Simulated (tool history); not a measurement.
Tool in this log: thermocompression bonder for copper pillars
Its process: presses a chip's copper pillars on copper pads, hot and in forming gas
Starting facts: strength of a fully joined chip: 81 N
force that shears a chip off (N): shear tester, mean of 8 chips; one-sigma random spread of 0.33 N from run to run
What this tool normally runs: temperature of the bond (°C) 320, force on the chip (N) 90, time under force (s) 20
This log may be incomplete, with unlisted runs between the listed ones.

run	hour	temperature of the bond (°C)	force on the chip (N)	time under force (s)	force that shears a chip off (N)
1	0.0	320	90	20	33.6
2	55.9	320	90	20	32.0
3	120.4	320	90	20	31.6
4	179.2	296	90	20	23.1
5	239.9	296	90	20	22.4
# hour 272.9: forming gas filter changed
6	313.2	296	90	20	23.9
7	363.2	296	90	20	23.2
8	441.4	296	90	20	22.7
9	489.8	296	90	20	22.0
10	526.9	296	90	20	22.3
# hour 547.2: forming gas filter changed
11	601.8	296	90	20	24.2
12	682.0	296	90	20	23.6
# hour 690.6: heater calibrated with a thermocouple chip
13	754.5	320	90	20	29.0
# hour 821.5: forming gas filter changed
14	828.1	324	77	26	33.2
15	890.4	324	93	37	41.3
# hour 937.9: heater calibrated with a thermocouple chip, once more
16	975.8	322	93	28	38.3
17	1060.8	306	65	24	22.7
# hour 1097.6: forming gas filter changed
18	1117.5	333	70	41	42.6
19	1170.4	333	70	41	41.2
# hour 1204.4: force cell calibrated
20	1207.6	309	92	41	36.5
21	1246.1	315	90	15	25.9
22	1300.6	315	90	15	25.4
23	1335.7	324	115	23	38.5
# hour 1372.0: forming gas filter changed
24	1411.6	324	101	58	51.8
25	1465.1	324	60	57	36.2

Pick out some run-to-run changes in force that shears a chip off (N). Of each, how much would a tool without hidden state show as well, from the settings, what came in and chance, and how much is left for the hidden state and any gauge scatter not in both results compared?
The hidden state here: true temperature of the bond over the reading, C; force that reaches the chip, % of what is set; oxide that the forming gas leaves, % of the face; drift of the gauge itself on shear_n, %.
Run 13 -> 14: temperature of the bond (°C) 320 -> 324, force on the chip (N) 90 -> 77, time under force (s) 20 -> 26, forming gas filter changed. force that shears a chip off (N) +4.2: hidden state +2.8, all else +1.4.
Run 16 -> 17: temperature of the bond (°C) 322 -> 306, force on the chip (N) 93 -> 65, time under force (s) 28 -> 24. force that shears a chip off (N) -15.6: hidden state -0.3, all else -15.3.
Run 17 -> 18: temperature of the bond (°C) 306 -> 333, force on the chip (N) 65 -> 70, time under force (s) 24 -> 41, forming gas filter changed. force that shears a chip off (N) +19.9: hidden state +2.6, all else +17.3.
Run 23 -> 24: force on the chip (N) 115 -> 101, time under force (s) 23 -> 58, forming gas filter changed. force that shears a chip off (N) +13.3: hidden state +3.3, all else +10.0.
